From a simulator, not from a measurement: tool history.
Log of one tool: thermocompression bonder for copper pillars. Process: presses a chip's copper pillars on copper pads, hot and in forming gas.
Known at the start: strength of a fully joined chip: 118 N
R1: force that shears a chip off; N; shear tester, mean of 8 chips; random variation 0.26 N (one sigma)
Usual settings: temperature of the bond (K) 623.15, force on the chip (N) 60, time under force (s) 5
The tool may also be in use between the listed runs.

{"run": 1, "day": 0.0, "temperature of the bond (K)": 623.15, "force on the chip (N)": 60, "time under force (s)": 5, "R1": 71.1}
{"run": 2, "day": 0.304, "temperature of the bond (K)": 623.15, "force on the chip (N)": 60, "time under force (s)": 5, "R1": 70.9}
{"run": 3, "day": 0.608, "temperature of the bond (K)": 623.15, "force on the chip (N)": 60, "time under force (s)": 3, "R1": 59.7}
{"run": 4, "day": 0.95, "temperature of the bond (K)": 623.15, "force on the chip (N)": 55, "time under force (s)": 5, "R1": 65.5}
{"run": 5, "day": 1.35, "temperature of the bond (K)": 623.15, "force on the chip (N)": 55, "time under force (s)": 5, "R1": 65.9}
{"run": 6, "day": 1.596, "temperature of the bond (K)": 623.15, "force on the chip (N)": 55, "time under force (s)": 5, "R1": 65.4}
{"run": 7, "day": 1.975, "temperature of the bond (K)": 623.15, "force on the chip (N)": 55, "time under force (s)": 5, "R1": 65.6}
{"run": 8, "day": 2.196, "temperature of the bond (K)": 623.15, "force on the chip (N)": 55, "time under force (s)": 5, "R1": 65.2}
{"run": 9, "day": 2.529, "temperature of the bond (K)": 623.15, "force on the chip (N)": 55, "time under force (s)": 5, "R1": 65.4}
{"run": 10, "day": 2.933, "temperature of the bond (K)": 623.15, "force on the chip (N)": 60, "time under force (s)": 5, "R1": 70.2}
{"run": 11, "day": 3.383, "temperature of the bond (K)": 623.15, "force on the chip (N)": 60, "time under force (s)": 5, "R1": 70.1}
{"run": 12, "day": 3.692, "temperature of the bond (K)": 623.15, "force on the chip (N)": 60, "time under force (s)": 5, "R1": 70}
{"run": 13, "day": 4.104, "temperature of the bond (K)": 606.15, "force on the chip (N)": 68, "time under force (s)": 14, "R1": 88.3}
{"run": 14, "day": 4.446, "temperature of the bond (K)": 606.15, "force on the chip (N)": 68, "time under force (s)": 14, "R1": 87.5}

The next listed run, before its measurement:
{"run": 15, "day": 4.829, "temperature of the bond (K)": 623.15, "force on the chip (N)": 43, "time under force (s)": 12, "R1": "?"}

R1: 68.3 N
Without the tool's hidden state the same run would have given R1 72.3 N.
